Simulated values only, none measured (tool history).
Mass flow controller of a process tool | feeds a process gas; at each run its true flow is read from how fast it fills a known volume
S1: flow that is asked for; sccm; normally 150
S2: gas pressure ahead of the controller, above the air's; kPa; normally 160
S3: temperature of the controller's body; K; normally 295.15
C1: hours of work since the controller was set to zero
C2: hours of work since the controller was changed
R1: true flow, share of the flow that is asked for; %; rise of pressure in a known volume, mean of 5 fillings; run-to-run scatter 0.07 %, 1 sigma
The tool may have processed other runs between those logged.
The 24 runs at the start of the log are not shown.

{"run": 25, "hour": 4568.1, "S1": 243, "S2": 160, "S3": 295.15, "C1": 305, "C2": 6448, "R1": 94.15}
{"run": 26, "hour": 4783.0, "S1": 119, "S2": 143, "S3": 295.15, "C1": 448, "C2": 6590, "R1": 90.23}
{"run": 27, "hour": 4946.5, "S1": 61, "S2": 151, "S3": 313.15, "C1": 556, "C2": 6699, "R1": 81.94}
{"hour": 4991.7, "done": "controller's zero set anew, once more"}
{"run": 28, "hour": 5077.1, "S1": 215, "S2": 190, "S3": 313.15, "C1": 57, "C2": 6785, "R1": 95.85}
{"run": 29, "hour": 5193.3, "S1": 183, "S2": 187, "S3": 299.15, "C1": 134, "C2": 6862, "R1": 96.86}
{"run": 30, "hour": 5337.1, "S1": 183, "S2": 187, "S3": 295.15, "C1": 229, "C2": 6957, "R1": 96.97}
{"run": 31, "hour": 5596.0, "S1": 183, "S2": 251, "S3": 306.15, "C1": 400, "C2": 7129, "R1": 96.34}
{"run": 32, "hour": 5792.3, "S1": 273, "S2": 244, "S3": 293.15, "C1": 531, "C2": 7259, "R1": 97.33}
{"run": 33, "hour": 6019.0, "S1": 227, "S2": 248, "S3": 295.15, "C1": 681, "C2": 7409, "R1": 97.04}
{"run": 34, "hour": 6200.0, "S1": 227, "S2": 248, "S3": 295.15, "C1": 801, "C2": 7529, "R1": 96.9}
{"run": 35, "hour": 6333.2, "S1": 278, "S2": 160, "S3": 305.15, "C1": 889, "C2": 7618, "R1": 96.13}
{"run": 36, "hour": 6451.5, "S1": 278, "S2": 269, "S3": 305.15, "C1": 968, "C2": 7696, "R1": 96.32}
{"run": 37, "hour": 6589.2, "S1": 432, "S2": 203, "S3": 303.15, "C1": 1059, "C2": 7787, "R1": 96.81}
{"run": 38, "hour": 6771.2, "S1": 150, "S2": 160, "S3": 294.15, "C1": 1179, "C2": 7908, "R1": 96.12}
{"run": 39, "hour": 6956.5, "S1": 462, "S2": 277, "S3": 295.15, "C1": 1302, "C2": 8031, "R1": 97.55}
{"run": 40, "hour": 7071.5, "S1": 462, "S2": 277, "S3": 295.15, "C1": 1378, "C2": 8107, "R1": 97.5}
{"run": 41, "hour": 7286.3, "S1": 353, "S2": 221, "S3": 294.15, "C1": 1521, "C2": 8249, "R1": 97.05}
{"run": 42, "hour": 7406.0, "S1": 353, "S2": 194, "S3": 310.15, "C1": 1600, "C2": 8329, "R1": 95.78}
{"run": 43, "hour": 7594.3, "S1": 353, "S2": 194, "S3": 310.15, "C1": 1725, "C2": 8453, "R1": 95.72}

Predict each of these 4 candidate next runs independently; none follows another, all start after run 43:
{"run": "A", "hour": 7796.9, "S1": 254, "S2": 194, "S3": 298.15, "C1": 1859, "C2": 8588, "R1": "?"}
{"run": "B", "hour": 7796.9, "S1": 150, "S2": 160, "S3": 299.15, "C1": 1859, "C2": 8588, "R1": "?"}
{"run": "C", "hour": 7796.9, "S1": 332, "S2": 260, "S3": 293.15, "C1": 1859, "C2": 8588, "R1": "?"}
{"run": "D", "hour": 7796.9, "S1": 150, "S2": 204, "S3": 306.15, "C1": 1859, "C2": 8588, "R1": "?"}

run=A R1=96.17
run=B R1=95.31
run=C R1=96.90
run=D R1=94.84
With the hidden condition removed and each run's random variation left untouched, the same runs would have given:
run=A R1=99.45
run=B R1=99.02
run=C R1=100.04
run=D R1=98.54
